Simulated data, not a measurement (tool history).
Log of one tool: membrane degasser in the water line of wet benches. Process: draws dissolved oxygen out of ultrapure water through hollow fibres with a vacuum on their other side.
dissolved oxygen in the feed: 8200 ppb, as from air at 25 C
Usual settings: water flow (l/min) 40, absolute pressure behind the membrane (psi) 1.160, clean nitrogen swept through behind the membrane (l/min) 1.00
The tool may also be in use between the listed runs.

run,hour,water flow (l/min),absolute pressure behind the membrane (psi),clean nitrogen swept through behind the membrane (l/min),dissolved oxygen in the water behind the degasser (ppb),pressure that the water loses in the fibres (psi)
1,0.0,40,1.160,1.00,383.6,5.327
2,30.0,40,1.160,1.00,380.8,5.290
3,57.8,40,0.906,1.00,251.9,5.253
4,100.4,40,1.160,1.00,382.7,5.259
5,124.0,40,1.160,1.00,382.8,5.324
6,147.3,40,1.175,1.00,389.1,5.262
7,188.3,40,1.175,1.00,391.3,5.275
8,213.5,40,1.175,1.00,390.8,5.247
9,233.5,40,1.175,1.00,392.7,5.256
10,262.2,40,1.175,1.00,388.7,5.288
11,309.8,40,1.175,1.00,391.6,5.274
12,332.0,40,1.160,1.00,383.9,5.236
13,362.9,40,1.160,1.00,383.4,5.259
14,397.1,40,1.160,0.70,497.4,5.313
15,431.0,40,1.160,1.00,385.0,5.256
16,479.3,40,1.271,1.00,440.4,5.279
17,500.1,40,1.271,1.00,439.1,5.266
18,535.3,40,1.271,1.00,440.4,5.281
19,561.9,54,1.724,0.57,1194.4,7.126
20,600.8,24,1.724,1.29,355.0,3.192
21,648.0,28,2.438,0.86,852.9,3.690
22,672.0,35,1.440,0.86,530.3,4.627
23,709.4,35,1.440,0.86,527.6,4.650
24,749.9,39,1.160,2.62,173.5,5.168
25,799.4,50,2.292,0.66,1438.0,6.595
26,833.8,54,1.571,0.61,1023.3,7.188
27,868.5,54,1.571,0.61,1020.7,7.147
28,908.2,40,2.055,1.00,824.5,5.292
29,954.5,40,2.055,0.73,1026.3,5.250
30,1002.5,40,1.210,0.85,462.7,5.303
31,1041.7,27,1.210,1.25,246.4,3.574

5 ways to go on from here, each from the tool as it stands after run 31. What would each give?
A,1090.2,40,1.714,2.15,?,?
B,1090.2,40,1.590,1.88,?,?
C,1090.2,27,1.182,1.25,?,?
D,1090.2,30,2.883,0.60,?,?
E,1090.2,40,1.672,0.67,?,?

run,dissolved oxygen in the water behind the degasser (ppb),pressure that the water loses in the fibres (psi)
A,359.5,5.294
B,365.3,5.284
C,237.9,3.540
D,1388.2,3.942
E,849.8,5.329
Without the tool's hidden state the same runs would have given:
run,dissolved oxygen in the water behind the degasser (ppb),pressure that the water loses in the fibres (psi)
A,356.1,5.242
B,361.6,5.232
C,234.4,3.506
D,1383.0,3.903
E,843.1,5.276
